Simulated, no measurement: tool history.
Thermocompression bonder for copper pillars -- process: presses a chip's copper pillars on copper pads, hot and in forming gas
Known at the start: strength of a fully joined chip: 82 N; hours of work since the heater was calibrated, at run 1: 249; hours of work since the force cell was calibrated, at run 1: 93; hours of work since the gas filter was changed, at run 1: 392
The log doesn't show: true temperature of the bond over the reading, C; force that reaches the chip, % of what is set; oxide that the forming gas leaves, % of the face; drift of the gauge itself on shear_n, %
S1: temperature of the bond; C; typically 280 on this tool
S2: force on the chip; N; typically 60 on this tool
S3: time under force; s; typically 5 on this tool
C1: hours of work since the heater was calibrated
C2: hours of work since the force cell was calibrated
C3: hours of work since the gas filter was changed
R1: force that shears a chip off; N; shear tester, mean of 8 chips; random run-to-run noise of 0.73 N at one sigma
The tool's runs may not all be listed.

run 1 hour=0.0 | S1=280 S2=60 S3=5 | C1=249 C2=93 C3=392 | R1=50.1
run 2 hour=11.0 | S1=291 S2=60 S3=5 | C1=254 C2=98 C3=397 | R1=53.9
run 3 hour=17.1 | S1=291 S2=75 S3=5 | C1=256 C2=100 C3=399 | R1=59.2
run 4 hour=25.8 | S1=291 S2=75 S3=5 | C1=260 C2=104 C3=403 | R1=61.4
run 5 hour=33.0 | S1=280 S2=60 S3=5 | C1=263 C2=107 C3=406 | R1=48.6
run 6 hour=43.4 | S1=280 S2=60 S3=5 | C1=268 C2=112 C3=411 | R1=49.8
run 7 hour=52.2 | S1=280 S2=60 S3=5 | C1=271 C2=115 C3=415 | R1=49.0
run 8 hour=59.7 | S1=280 S2=60 S3=5 | C1=275 C2=119 C3=418 | R1=49.7
run 9 hour=64.2 | S1=280 S2=60 S3=5 | C1=277 C2=121 C3=420 | R1=48.3
run 10 hour=73.6 | S1=280 S2=60 S3=5 | C1=281 C2=125 C3=424 | R1=49.3
run 11 hour=78.6 | S1=285 S2=60 S3=5 | C1=283 C2=127 C3=426 | R1=51.1
run 12 hour=88.3 | S1=288 S2=57 S3=3 | C1=287 C2=131 C3=430 | R1=44.0
run 13 hour=96.7 | S1=262 S2=46 S3=5 | C1=291 C2=135 C3=434 | R1=33.0
run 14 hour=103.4 | S1=262 S2=46 S3=5 | C1=294 C2=137 C3=437 | R1=34.8
run 15 hour=113.2 | S1=262 S2=46 S3=5 | C1=298 C2=142 C3=441 | R1=34.7
run 16 hour=117.9 | S1=255 S2=46 S3=5 | C1=300 C2=144 C3=443 | R1=31.0
run 17 hour=129.1 | S1=255 S2=46 S3=8 | C1=305 C2=149 C3=448 | R1=35.8
run 18 hour=139.8 | S1=255 S2=46 S3=8 | C1=309 C2=153 C3=452 | R1=36.8
run 19 hour=145.4 | S1=255 S2=46 S3=8 | C1=312 C2=156 C3=455 | R1=36.7
run 20 hour=154.1 | S1=251 S2=42 S3=15 | C1=315 C2=159 C3=459 | R1=41.4
-- hour=158.6 forming gas filter changed
run 21 hour=162.0 | S1=275 S2=74 S3=12 | C1=319 C2=162 C3=1 | R1=71.3

Predict each of these 3 candidate next runs independently; none follows another, all start after run 21:
run A hour=167.4 | S1=280 S2=41 S3=4 | C1=321 C2=165 C3=4 | R1=?
run B hour=167.4 | S1=275 S2=75 S3=6 | C1=321 C2=165 C3=4 | R1=?
run C hour=167.4 | S1=285 S2=48 S3=4 | C1=321 C2=165 C3=4 | R1=?

run=A R1=41.7
run=B R1=62.9
run=C R1=48.2
What these runs would have given with no unlogged condition in the tool:
run=A R1=38.8
run=B R1=60.1
run=C R1=45.3
